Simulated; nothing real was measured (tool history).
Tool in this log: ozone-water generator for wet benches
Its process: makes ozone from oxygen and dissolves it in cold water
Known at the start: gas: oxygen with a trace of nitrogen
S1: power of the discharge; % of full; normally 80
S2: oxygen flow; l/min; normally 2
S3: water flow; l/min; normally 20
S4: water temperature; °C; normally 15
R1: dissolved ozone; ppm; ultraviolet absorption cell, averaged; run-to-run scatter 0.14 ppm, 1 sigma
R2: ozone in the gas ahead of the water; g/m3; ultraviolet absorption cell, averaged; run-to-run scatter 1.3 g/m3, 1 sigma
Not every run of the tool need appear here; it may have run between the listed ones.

run 1 hour=0 | S1=80 S2=2 S3=20 S4=15 | R1=14.6 R2=238.1
run 2 hour=101 | S1=80 S2=2 S3=20 S4=15 | R1=14.5 R2=235.5
run 3 hour=219.7 | S1=80 S2=1.19 S3=20 S4=15 | R1=13.2 R2=331.1
run 4 hour=353.4 | S1=80 S2=2 S3=20 S4=15 | R1=14.5 R2=235.8
run 5 hour=525.2 | S1=80 S2=2 S3=20 S4=15 | R1=14.4 R2=235.1
run 6 hour=655 | S1=92 S2=2 S3=20 S4=15 | R1=15.6 R2=258.4
-- hour=751 water thermometer calibrated
run 7 hour=781.4 | S1=80 S2=2 S3=20 S4=15 | R1=13.9 R2=233.4
run 8 hour=916.8 | S1=80 S2=2 S3=20 S4=15 | R1=13.8 R2=229.9
run 9 hour=988.3 | S1=80 S2=2 S3=15 S4=15 | R1=18.2 R2=231.1
run 10 hour=1155.9 | S1=80 S2=2 S3=16 S4=15 | R1=16.9 R2=231.5
run 11 hour=1236 | S1=80 S2=2 S3=16 S4=15 | R1=17 R2=229.8
run 12 hour=1383 | S1=80 S2=2 S3=16 S4=15 | R1=16.9 R2=230.9
run 13 hour=1501.8 | S1=64 S2=2 S3=16 S4=15 | R1=14.4 R2=196.6
run 14 hour=1596.8 | S1=64 S2=2 S3=16 S4=15 | R1=14.5 R2=197
run 15 hour=1678.6 | S1=64 S2=2 S3=16 S4=15 | R1=14.3 R2=196.8
run 16 hour=1849.8 | S1=80 S2=2 S3=20 S4=13 | R1=13.7 R2=227.8
-- hour=1865.2 contactor cleaned
run 17 hour=1954.7 | S1=80 S2=1.55 S3=24 S4=10 | R1=11 R2=264
run 18 hour=2110.6 | S1=80 S2=1.55 S3=24 S4=10 | R1=11 R2=266.2
run 19 hour=2215.9 | S1=43 S2=3.13 S3=28 S4=10 | R1=7 R2=110.8
run 20 hour=2365.2 | S1=43 S2=3.13 S3=28 S4=10 | R1=6.7 R2=111.1
run 21 hour=2530.8 | S1=63 S2=1.9 S3=19 S4=14 | R1=11.6 R2=197.5
-- hour=2656.2 contactor cleaned, once more
run 22 hour=2662 | S1=87 S2=2.94 S3=26 S4=14 | R1=12.5 R2=181.6
run 23 hour=2740.3 | S1=80 S2=2 S3=18 S4=15 | R1=15.6 R2=222.6
run 24 hour=2863 | S1=100 S2=2 S3=27 S4=12 | R1=12.4 R2=254.4
run 25 hour=3001.2 | S1=61 S2=2 S3=14 S4=15 | R1=16 R2=185.7
run 26 hour=3097.7 | S1=99 S2=2.26 S3=20 S4=15 | R1=16.3 R2=232
run 27 hour=3261.6 | S1=99 S2=2.86 S3=20 S4=16 | R1=16.3 R2=197.1
run 28 hour=3350.9 | S1=99 S2=2.86 S3=20 S4=16 | R1=16.4 R2=195.9
run 29 hour=3470.8 | S1=99 S2=2.86 S3=20 S4=16 | R1=16.3 R2=195.8
run 30 hour=3588.9 | S1=80 S2=2 S3=19 S4=15 | R1=14.6 R2=217.3
run 31 hour=3746.9 | S1=74 S2=3.49 S3=23 S4=15 | R1=12.3 R2=143.6
run 32 hour=3871.5 | S1=74 S2=3.49 S3=23 S4=15 | R1=12.1 R2=142.1

Run by run, hidden condition taken away, random variation retained:
Unlogged tool condition in this case: yield of the discharge, % of new electrodes'; contactor's efficiency, % of a clean one's; true water temperature over the reading, C; drift of the gauge itself on ozone_ppm, %; drift of the gauge itself on gas_g_m3, %.
run=1 R1=16.1 R2=248.8
run=2 R1=16 R2=246.7
run=3 R1=14.7 R2=347.8
run=4 R1=16.2 R2=248.6
run=5 R1=16.1 R2=249
run=6 R1=17.7 R2=276
run=7 R1=15.6 R2=248.8
run=8 R1=15.7 R2=245.9
run=9 R1=20.6 R2=247.7
run=10 R1=19.2 R2=249.1
run=11 R1=19.4 R2=247.8
run=12 R1=19.4 R2=249.9
run=13 R1=16.4 R2=211
run=14 R1=16.5 R2=211.7
run=15 R1=16.4 R2=212
run=16 R1=16.1 R2=249.5
run=17 R1=13.3 R2=290
run=18 R1=13.3 R2=293.5
run=19 R1=8.2 R2=117.9
run=20 R1=8.1 R2=118.5
run=21 R1=14.1 R2=216.6
run=22 R1=14.2 R2=204.4
run=23 R1=17.6 R2=249.5
run=24 R1=14.3 R2=290.7
run=25 R1=17.8 R2=205.2
run=26 R1=18.9 R2=266.8
run=27 R1=19 R2=227.6
run=28 R1=19.2 R2=227
run=29 R1=19.1 R2=227.7
run=30 R1=16.9 R2=249
run=31 R1=14.2 R2=164.1
run=32 R1=14.1 R2=163.1
